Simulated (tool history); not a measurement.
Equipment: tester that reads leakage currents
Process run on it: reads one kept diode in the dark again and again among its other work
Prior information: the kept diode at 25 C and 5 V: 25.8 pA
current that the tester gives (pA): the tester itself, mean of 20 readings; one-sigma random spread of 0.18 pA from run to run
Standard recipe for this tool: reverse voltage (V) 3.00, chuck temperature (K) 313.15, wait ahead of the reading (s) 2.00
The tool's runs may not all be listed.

run,hour,reverse voltage (V),chuck temperature (K),wait ahead of the reading (s),current that the tester gives (pA)
1,0.0,3.00,313.15,2.00,59.48
2,108.0,3.00,313.15,2.00,60.20
3,173.8,3.00,313.15,2.00,60.33
4,269.8,3.00,313.15,2.00,60.72
5,369.7,3.00,313.15,2.00,61.13
6,424.8,3.00,313.15,2.00,61.60
7,497.5,3.00,313.15,1.62,62.09
8,571.0,3.00,316.15,1.62,74.85
9,648.6,3.00,316.15,1.62,75.01
10,708.5,3.00,316.15,1.62,75.55
11,763.6,3.00,316.15,1.62,75.40
12,860.7,3.00,316.15,1.62,75.74
13,969.5,17.41,313.15,2.00,156.34
14,1086.9,17.41,313.15,2.00,146.57
15,1156.6,17.41,313.15,2.00,147.62
16,1267.0,17.41,313.15,2.00,149.03
17,1383.2,17.41,313.15,2.00,150.93
18,1484.0,17.41,313.15,2.00,151.75
19,1572.8,17.41,313.15,2.00,152.48
20,1628.2,3.00,313.15,2.00,61.55
21,1700.6,3.00,322.15,2.00,107.49
22,1796.7,3.00,322.15,2.00,108.21
23,1884.5,3.00,322.15,2.00,108.31
24,1968.8,4.73,299.15,5.78,32.80
25,2034.2,4.73,299.15,5.78,33.01
26,2106.5,4.73,299.15,5.78,32.96
27,2175.7,1.55,328.15,1.96,113.82
28,2276.5,1.55,328.15,1.96,113.91
29,2325.3,8.45,297.15,0.42,46.70
30,2390.0,9.86,314.15,2.00,126.40
31,2459.4,9.86,314.15,2.00,127.32
32,2559.2,1.62,297.15,3.71,15.58
33,2636.9,4.03,313.15,2.00,65.88
34,2713.8,4.03,313.15,2.00,66.56
35,2818.9,4.03,313.15,3.58,66.76
36,2913.6,6.26,313.15,2.00,83.94
37,3020.7,3.00,300.15,0.51,25.82
38,3103.5,3.00,295.15,1.13,17.68
39,3205.7,19.62,307.15,0.57,110.27
40,3282.8,19.62,307.15,0.57,110.43
41,3381.1,15.47,313.15,6.86,134.51

Not shown: 3 entries that the log had between the listed runs. Between which runs, and how does the tool's hidden state differ before and after?
From run 13 to run 14: chuck's temperature calibrated (hour 1039.2)
  stray current of the dirty probe card, pA a volt: 0.58 -> 0.601; current scale over the true one, %: 0.32 -> 0.34; true chuck temperature over the reading, C: 1.18 -> 0.19
  measured result minus the result with no hidden state, current that the tester gives (pA): +20.90 -> +12.22
From run 31 to run 32: probe card cleaned and baked (hour 2519.6)
  stray current of the dirty probe card, pA a volt: 0.848 -> 0.03; current scale over the true one, %: 0.59 -> 0.6; true chuck temperature over the reading, C: 1.26 -> 1.34
  measured result minus the result with no hidden state, current that the tester gives (pA): +18.09 -> +1.53
From run 32 to run 33: chuck's temperature calibrated (hour 2606.5)
  stray current of the dirty probe card, pA a volt: 0.03 -> 0.043; current scale over the true one, %: 0.6 -> 0.62; true chuck temperature over the reading, C: 1.34 -> -0.04
  measured result minus the result with no hidden state, current that the tester gives (pA): +1.53 -> +0.33
